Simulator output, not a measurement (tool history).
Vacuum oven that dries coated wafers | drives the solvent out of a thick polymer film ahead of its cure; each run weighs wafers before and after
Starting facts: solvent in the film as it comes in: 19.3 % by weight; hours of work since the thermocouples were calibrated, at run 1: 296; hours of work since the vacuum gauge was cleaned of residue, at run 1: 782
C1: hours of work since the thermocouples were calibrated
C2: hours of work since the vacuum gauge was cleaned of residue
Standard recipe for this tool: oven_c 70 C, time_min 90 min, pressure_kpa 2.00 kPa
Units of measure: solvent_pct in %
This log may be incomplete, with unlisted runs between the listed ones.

run 1 hour=0.0 | oven_c=70 time_min=90 pressure_kpa=2.00 | C1=296 C2=782 | solvent_pct=4.99
run 2 hour=28.6 | oven_c=70 time_min=90 pressure_kpa=2.00 | C1=315 C2=801 | solvent_pct=4.83
run 3 hour=53.6 | oven_c=70 time_min=90 pressure_kpa=2.00 | C1=332 C2=818 | solvent_pct=4.97
run 4 hour=78.9 | oven_c=70 time_min=77 pressure_kpa=2.00 | C1=349 C2=835 | solvent_pct=5.84
run 5 hour=106.4 | oven_c=70 time_min=77 pressure_kpa=2.00 | C1=368 C2=853 | solvent_pct=5.95
run 6 hour=132.4 | oven_c=64 time_min=160 pressure_kpa=2.00 | C1=385 C2=870 | solvent_pct=4.60
-- hour=136.3 oven's thermocouples calibrated
run 7 hour=163.9 | oven_c=81 time_min=90 pressure_kpa=2.00 | C1=18 C2=890 | solvent_pct=1.47
run 8 hour=194.8 | oven_c=76 time_min=160 pressure_kpa=5.05 | C1=39 C2=911 | solvent_pct=2.03
run 9 hour=227.7 | oven_c=76 time_min=160 pressure_kpa=5.05 | C1=61 C2=933 | solvent_pct=1.97
run 10 hour=253.4 | oven_c=70 time_min=90 pressure_kpa=2.00 | C1=78 C2=950 | solvent_pct=5.23

3 options for the next run, each taken on its own from the tool as it stands now. Forecast them:
-- hour=272.7 oven's thermocouples calibrated, once more
run A hour=280.1 | oven_c=61 time_min=69 pressure_kpa=1.70 | C1=5 C2=967 | solvent_pct=?
-- hour=272.7 oven's thermocouples calibrated, once more
run B hour=280.1 | oven_c=70 time_min=73 pressure_kpa=4.99 | C1=5 C2=967 | solvent_pct=?
-- hour=272.7 oven's thermocouples calibrated, once more
run C hour=280.1 | oven_c=84 time_min=90 pressure_kpa=1.28 | C1=5 C2=967 | solvent_pct=?

run=A solvent_pct=10.12
run=B solvent_pct=6.78
run=C solvent_pct=0.69
Without the tool's unlogged condition, the same runs would have read:
run=A solvent_pct=9.97
run=B solvent_pct=6.62
run=C solvent_pct=0.61
